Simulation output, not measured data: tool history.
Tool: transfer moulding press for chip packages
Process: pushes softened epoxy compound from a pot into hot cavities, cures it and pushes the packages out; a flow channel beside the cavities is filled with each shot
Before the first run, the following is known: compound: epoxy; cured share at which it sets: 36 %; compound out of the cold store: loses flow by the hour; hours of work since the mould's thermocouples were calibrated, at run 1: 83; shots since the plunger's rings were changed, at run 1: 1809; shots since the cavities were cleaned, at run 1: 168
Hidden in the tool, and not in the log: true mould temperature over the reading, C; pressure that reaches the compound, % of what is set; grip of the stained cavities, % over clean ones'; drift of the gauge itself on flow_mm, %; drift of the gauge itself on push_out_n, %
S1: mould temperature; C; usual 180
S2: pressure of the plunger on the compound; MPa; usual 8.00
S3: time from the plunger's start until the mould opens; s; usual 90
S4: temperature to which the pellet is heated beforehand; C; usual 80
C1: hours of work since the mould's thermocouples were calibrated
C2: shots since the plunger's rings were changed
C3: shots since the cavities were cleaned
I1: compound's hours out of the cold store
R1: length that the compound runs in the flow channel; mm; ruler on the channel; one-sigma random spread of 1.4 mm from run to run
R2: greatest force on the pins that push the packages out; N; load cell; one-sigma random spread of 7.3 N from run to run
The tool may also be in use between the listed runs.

run   hour   S1    S2   S3  S4   C1    C2   C3    I1   R1   R2
  1    0.0  180  8.00   90  80   83  1809  168  14.5  788  442
  2   12.5  180  8.00   90  74   91  1994  353  10.8  807  521
      23.7  -- cavities cleaned with cleaning compound and waxed
  3   23.7  180  8.00   90  80   98  2138    0  35.0  696  305
  4   31.2  180  8.00   90  80  103  2249  111  18.5  766  397
  5   42.9  180  8.00   90  80  111  2422  284   8.7  811  495
  6   53.5  180  8.00   90  80  118  2579  441  16.8  772  558
      58.8  -- cavities cleaned with cleaning compound and waxed
  7   68.7  180  8.00   90  80  128  2782  146  12.9  790  428
  8   75.1  182  7.43   90  76  132  2877  241  31.3  675  446
  9   87.2  180  8.40   90  76  140  3057  421  13.1  801  546
      93.5  -- cavities cleaned with cleaning compound and waxed
 10   94.8  177  8.40  119  90  144  3147   18  13.8  810  297
 11  103.8  180  6.91   83  80  150  3281  152  11.2  740  476
 12  111.2  183  6.17   90  80  155  3390  261  21.1  648  463
     121.2  -- plunger's sealing rings changed
 13  126.6  176  6.96  103  85  164    81  453  31.5  689  545

Some steps in R1 between neighbouring runs. How much of each would the tool show without its hidden state too (settings, what came in, random variation), and how much is left for the hidden state, with any gauge scatter that isn't in both results?
Run 8 -> 9: S1 182 -> 180, S2 7.43 -> 8.40. R1 +126 mm: hidden state -6, all else +132.
Run 12 -> 13: S1 183 -> 176, S2 6.17 -> 6.96, S3 90 -> 103, S4 80 -> 85, plunger's sealing rings changed. R1 +41 mm: hidden state +24, all else +17.

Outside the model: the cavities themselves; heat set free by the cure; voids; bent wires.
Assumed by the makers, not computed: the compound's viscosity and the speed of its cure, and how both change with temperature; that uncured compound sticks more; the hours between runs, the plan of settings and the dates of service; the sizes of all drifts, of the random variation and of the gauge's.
